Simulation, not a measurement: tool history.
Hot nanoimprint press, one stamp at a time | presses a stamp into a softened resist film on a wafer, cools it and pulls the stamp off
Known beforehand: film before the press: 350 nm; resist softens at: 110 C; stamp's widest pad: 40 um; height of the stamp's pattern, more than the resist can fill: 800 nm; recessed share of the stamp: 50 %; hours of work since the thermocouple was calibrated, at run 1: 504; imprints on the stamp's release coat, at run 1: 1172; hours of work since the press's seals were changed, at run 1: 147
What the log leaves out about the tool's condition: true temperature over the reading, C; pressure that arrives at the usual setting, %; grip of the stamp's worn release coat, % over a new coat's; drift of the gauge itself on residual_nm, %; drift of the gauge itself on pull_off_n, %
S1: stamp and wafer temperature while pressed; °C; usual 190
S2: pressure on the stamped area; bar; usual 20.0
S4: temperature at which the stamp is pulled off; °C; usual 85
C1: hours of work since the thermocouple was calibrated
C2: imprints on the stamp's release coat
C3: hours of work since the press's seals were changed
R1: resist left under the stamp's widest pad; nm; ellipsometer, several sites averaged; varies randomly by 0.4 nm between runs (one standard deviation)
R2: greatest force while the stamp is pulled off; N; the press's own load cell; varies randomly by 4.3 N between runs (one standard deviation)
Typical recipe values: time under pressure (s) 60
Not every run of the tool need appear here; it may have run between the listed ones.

run 1 day=0.000 | S1=190 S2=20.0 time_under_pressure_(s)=60 S4=85 | C1=504 C2=1172 C3=147 | R1=198.8 R2=295
run 2 day=0.442 | S1=190 S2=20.0 time_under_pressure_(s)=60 S4=85 | C1=510 C2=1213 C3=153 | R1=199.4 R2=297
run 3 day=0.825 | S1=199 S2=20.0 time_under_pressure_(s)=60 S4=85 | C1=515 C2=1249 C3=158 | R1=156.7 R2=306
run 4 day=1.467 | S1=199 S2=20.0 time_under_pressure_(s)=60 S4=85 | C1=523 C2=1309 C3=166 | R1=156.6 R2=295
run 5 day=2.050 | S1=190 S2=20.0 time_under_pressure_(s)=60 S4=85 | C1=531 C2=1363 C3=174 | R1=199.4 R2=295
run 6 day=2.775 | S1=190 S2=20.0 time_under_pressure_(s)=39 S4=85 | C1=540 C2=1431 C3=183 | R1=229.3 R2=306
run 7 day=3.450 | S1=180 S2=20.0 time_under_pressure_(s)=60 S4=85 | C1=549 C2=1494 C3=191 | R1=252.3 R2=310
run 8 day=4.092 | S1=181 S2=20.0 time_under_pressure_(s)=60 S4=85 | C1=557 C2=1554 C3=200 | R1=247.2 R2=314
run 9 day=4.529 | S1=181 S2=20.0 time_under_pressure_(s)=60 S4=85 | C1=562 C2=1595 C3=205 | R1=246.9 R2=322
run 10 day=4.962 | S1=190 S2=15.9 time_under_pressure_(s)=60 S4=85 | C1=568 C2=1635 C3=211 | R1=215.4 R2=324
run 11 day=5.562 | S1=190 S2=15.9 time_under_pressure_(s)=60 S4=85 | C1=575 C2=1691 C3=218 | R1=216.1 R2=319
-- day=5.950 stamp cleaned and given a new release coat
run 12 day=6.254 | S1=184 S2=20.0 time_under_pressure_(s)=60 S4=85 | C1=581 C2=28 C3=224 | R1=231.5 R2=224
run 13 day=6.796 | S1=180 S2=19.2 time_under_pressure_(s)=76 S4=91 | C1=588 C2=79 C3=231 | R1=240.0 R2=199
run 14 day=7.154 | S1=180 S2=19.2 time_under_pressure_(s)=76 S4=91 | C1=593 C2=112 C3=236 | R1=240.7 R2=201
-- day=7.783 plate thermocouple calibrated
run 15 day=8.000 | S1=180 S2=19.2 time_under_pressure_(s)=53 S4=83 | C1=3 C2=180 C3=245 | R1=265.8 R2=249
run 16 day=8.488 | S1=190 S2=20.0 time_under_pressure_(s)=59 S4=85 | C1=9 C2=225 C3=251 | R1=205.3 R2=246
run 17 day=9.150 | S1=190 S2=20.0 time_under_pressure_(s)=59 S4=85 | C1=17 C2=287 C3=259 | R1=205.0 R2=238
run 18 day=9.842 | S1=197 S2=20.0 time_under_pressure_(s)=59 S4=71 | C1=26 C2=351 C3=268 | R1=170.8 R2=325
run 19 day=10.479 | S1=201 S2=20.0 time_under_pressure_(s)=59 S4=86 | C1=34 C2=411 C3=276 | R1=153.6 R2=247
run 20 day=11.046 | S1=201 S2=20.0 time_under_pressure_(s)=59 S4=86 | C1=42 C2=464 C3=284 | R1=152.8 R2=247
run 21 day=11.517 | S1=201 S2=20.0 time_under_pressure_(s)=59 S4=86 | C1=48 C2=508 C3=290 | R1=153.9 R2=260
-- day=11.817 plate thermocouple calibrated, once more
run 22 day=12.071 | S1=190 S2=12.8 time_under_pressure_(s)=104 S4=82 | C1=3 C2=548 C3=295 | R1=187.4 R2=258
run 23 day=12.675 | S1=190 S2=12.8 time_under_pressure_(s)=104 S4=82 | C1=11 C2=604 C3=303 | R1=187.3 R2=269
run 24 day=13.433 | S1=190 S2=21.1 time_under_pressure_(s)=69 S4=82 | C1=21 C2=675 C3=313 | R1=180.7 R2=265

Below are 5 alternative next runs, each starting from the tool's condition after run 24. Predict each:
run A day=13.971 | S1=194 S2=21.1 time_under_pressure_(s)=69 S4=86 | C1=28 C2=725 C3=319 | R1=? R2=?
run B day=13.971 | S1=197 S2=29.1 time_under_pressure_(s)=49 S4=82 | C1=28 C2=725 C3=319 | R1=? R2=?
run C day=13.971 | S1=190 S2=14.1 time_under_pressure_(s)=47 S4=85 | C1=28 C2=725 C3=319 | R1=? R2=?
run D day=13.971 | S1=190 S2=21.1 time_under_pressure_(s)=109 S4=82 | C1=28 C2=725 C3=319 | R1=? R2=?
run E day=13.971 | S1=190 S2=21.1 time_under_pressure_(s)=69 S4=93 | C1=28 C2=725 C3=319 | R1=? R2=?

run=A R1=162.2 R2=250
run=B R1=149.8 R2=267
run=C R1=233.5 R2=251
run=D R1=151.8 R2=274
run=E R1=180.7 R2=224
Take away the tool's hidden state, keep each run's random variation, and the runs would have read:
run=A R1=159.7 R2=212
run=B R1=147.1 R2=226
run=C R1=231.3 R2=212
run=D R1=149.4 R2=232
run=E R1=178.1 R2=189
